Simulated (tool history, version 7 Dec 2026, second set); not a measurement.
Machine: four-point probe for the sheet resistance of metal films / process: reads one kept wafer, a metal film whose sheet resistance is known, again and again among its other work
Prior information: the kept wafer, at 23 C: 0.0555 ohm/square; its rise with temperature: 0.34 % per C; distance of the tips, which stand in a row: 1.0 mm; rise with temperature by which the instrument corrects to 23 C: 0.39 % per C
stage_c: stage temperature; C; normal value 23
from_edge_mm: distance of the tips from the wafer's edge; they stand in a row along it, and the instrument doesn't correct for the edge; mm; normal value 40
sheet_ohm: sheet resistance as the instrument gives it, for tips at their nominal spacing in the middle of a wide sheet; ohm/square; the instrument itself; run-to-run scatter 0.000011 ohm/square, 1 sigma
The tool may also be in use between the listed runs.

run 1 hour=0 | stage_c=23 from_edge_mm=40 | sheet_ohm=0.055517
run 2 hour=61.2 | stage_c=23 from_edge_mm=40 | sheet_ohm=0.055522
run 3 hour=98.9 | stage_c=23 from_edge_mm=40 | sheet_ohm=0.055529
run 4 hour=133.4 | stage_c=23 from_edge_mm=6 | sheet_ohm=0.056322
run 5 hour=186.5 | stage_c=23 from_edge_mm=6 | sheet_ohm=0.05634
run 6 hour=228.1 | stage_c=33 from_edge_mm=40 | sheet_ohm=0.055272
run 7 hour=278 | stage_c=33 from_edge_mm=40 | sheet_ohm=0.055286
run 8 hour=339.5 | stage_c=33 from_edge_mm=40 | sheet_ohm=0.055266
-- hour=386.6 stage's thermometer calibrated
run 9 hour=396.5 | stage_c=34 from_edge_mm=18 | sheet_ohm=0.055324
run 10 hour=453.3 | stage_c=22 from_edge_mm=34 | sheet_ohm=0.055555
run 11 hour=482.2 | stage_c=19 from_edge_mm=38 | sheet_ohm=0.055635
run 12 hour=513.4 | stage_c=19 from_edge_mm=38 | sheet_ohm=0.055625
run 13 hour=569.1 | stage_c=24 from_edge_mm=38 | sheet_ohm=0.0555

Each row is a separate what-if for the run after 13, all from the same tool condition, not one after another. Results?
run A hour=627 | stage_c=20 from_edge_mm=22 | sheet_ohm=?
run B hour=627 | stage_c=24 from_edge_mm=5 | sheet_ohm=?
run C hour=627 | stage_c=19 from_edge_mm=15 | sheet_ohm=?

run=A sheet_ohm=0.05563
run=B sheet_ohm=0.056661
run=C sheet_ohm=0.055738
Without the tool's unlogged condition, the same runs would have read:
run=A sheet_ohm=0.05563
run=B sheet_ohm=0.056661
run=C sheet_ohm=0.055738
